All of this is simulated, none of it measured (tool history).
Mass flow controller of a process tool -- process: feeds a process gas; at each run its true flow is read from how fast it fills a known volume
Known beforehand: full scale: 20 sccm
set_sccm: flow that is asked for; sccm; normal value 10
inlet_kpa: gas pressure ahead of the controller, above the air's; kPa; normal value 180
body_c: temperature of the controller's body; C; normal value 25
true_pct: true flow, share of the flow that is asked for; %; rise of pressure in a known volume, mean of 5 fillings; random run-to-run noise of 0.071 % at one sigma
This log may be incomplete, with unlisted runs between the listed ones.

run	hour	set_sccm	inlet_kpa	body_c	true_pct
1	0.0	10	180	25	99.82
2	62.9	10	180	25	99.91
3	98.4	10	180	25	99.88
4	152.0	10	180	25	99.86
5	228.9	10	180	25	99.83
6	292.6	10	175	24	99.85
7	374.6	4	194	34	98.41
8	453.4	3	199	25	99.56
9	528.8	3	199	25	99.50
10	570.6	3	199	25	99.56

Below are 4 alternative next runs, each starting from the tool's condition after run 10. Predict each:
A	632.6	6	199	33	?
B	632.6	3	173	25	?
C	632.6	10	153	25	?
D	632.6	12	180	37	?

run	true_pct
A	98.70
B	99.63
C	99.88
D	98.42
With the hidden condition removed and each run's random variation left untouched, the same runs would have given:
run	true_pct
A	98.71
B	99.64
C	99.89
D	98.43
